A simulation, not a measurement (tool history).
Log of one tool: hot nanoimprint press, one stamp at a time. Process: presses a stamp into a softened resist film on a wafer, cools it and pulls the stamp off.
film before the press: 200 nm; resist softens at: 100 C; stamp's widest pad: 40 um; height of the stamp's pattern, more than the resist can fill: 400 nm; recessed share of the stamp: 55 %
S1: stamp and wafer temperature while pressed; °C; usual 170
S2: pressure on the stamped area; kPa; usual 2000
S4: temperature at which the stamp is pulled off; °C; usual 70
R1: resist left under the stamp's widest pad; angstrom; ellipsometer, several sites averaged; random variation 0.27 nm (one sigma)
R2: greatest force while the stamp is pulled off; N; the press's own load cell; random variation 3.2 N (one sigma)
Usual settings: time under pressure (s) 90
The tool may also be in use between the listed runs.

Run 1, hour 0: usual settings. Result: R1 1031 angstrom, R2 155 N.
Run 2, hour 24: usual settings. Result: R1 1026 angstrom, R2 155 N.
Run 3, hour 59.2: usual settings. Result: R1 1022 angstrom, R2 158 N.
Run 4, hour 88.9: usual settings but S4 59 °C. Result: R1 1018 angstrom, R2 198 N.
Run 5, hour 128: usual settings but time under pressure (s) 67. Result: R1 1128 angstrom, R2 166 N.
At hour 152.9: press's hydraulic seals changed and the load cell set to zero.
Run 6, hour 189.3: usual settings but time under pressure (s) 67. Result: R1 1090 angstrom, R2 172 N.
Run 7, hour 232.2: usual settings but S4 69 °C. Result: R1 980 angstrom, R2 180 N.
Run 8, hour 284.7: usual settings but S2 1230 kPa, time under pressure (s) 51. Result: R1 1377 angstrom, R2 182 N.
Run 9, hour 325: usual settings but S2 1230 kPa, time under pressure (s) 51. Result: R1 1372 angstrom, R2 196 N.
Run 10, hour 383.8: usual settings but S2 2610 kPa, time under pressure (s) 180, S4 65 °C. Result: R1 651 angstrom, R2 219 N.
At hour 401.8: plate thermocouple calibrated.
At hour 443.2: stamp cleaned and given a new release coat.
Run 11, hour 447.5: usual settings but S1 161 °C, S2 2610 kPa, time under pressure (s) 176, S4 62 °C. Result: R1 1066 angstrom, R2 176 N.
Run 12, hour 495.9: usual settings but S2 2680 kPa, S4 75 °C. Result: R1 923 angstrom, R2 142 N.
Run 13, hour 530.2: usual settings but S2 2720 kPa, S4 75 °C. Result: R1 910 angstrom, R2 148 N.

5 ways to go on from here, each from the tool as it stands after run 13. What would each give?
Run A, hour 587.4: usual settings but S2 1990 kPa, S4 75 °C. Result: R1 ?, R2 ?.
Run B, hour 587.4: usual settings but S2 2720 kPa, S4 69 °C. Result: R1 ?, R2 ?.
Run C, hour 587.4: usual settings but S2 2810 kPa, time under pressure (s) 69. Result: R1 ?, R2 ?.
Run D, hour 587.4: usual settings but S1 177 °C, S2 1690 kPa, S4 75 °C. Result: R1 ?, R2 ?.
Run E, hour 587.4: usual settings but S1 168 °C, S2 1980 kPa, S4 56 °C. Result: R1 ?, R2 ?.

run    R1   R2
  A  1024  149
  B   909  170
  C   991  175
  D   829  152
  E  1106  226
Without the tool's hidden state the same runs would have given:
run    R1   R2
  A  1027  133
  B   910  151
  C   992  156
  D   832  135
  E  1110  200
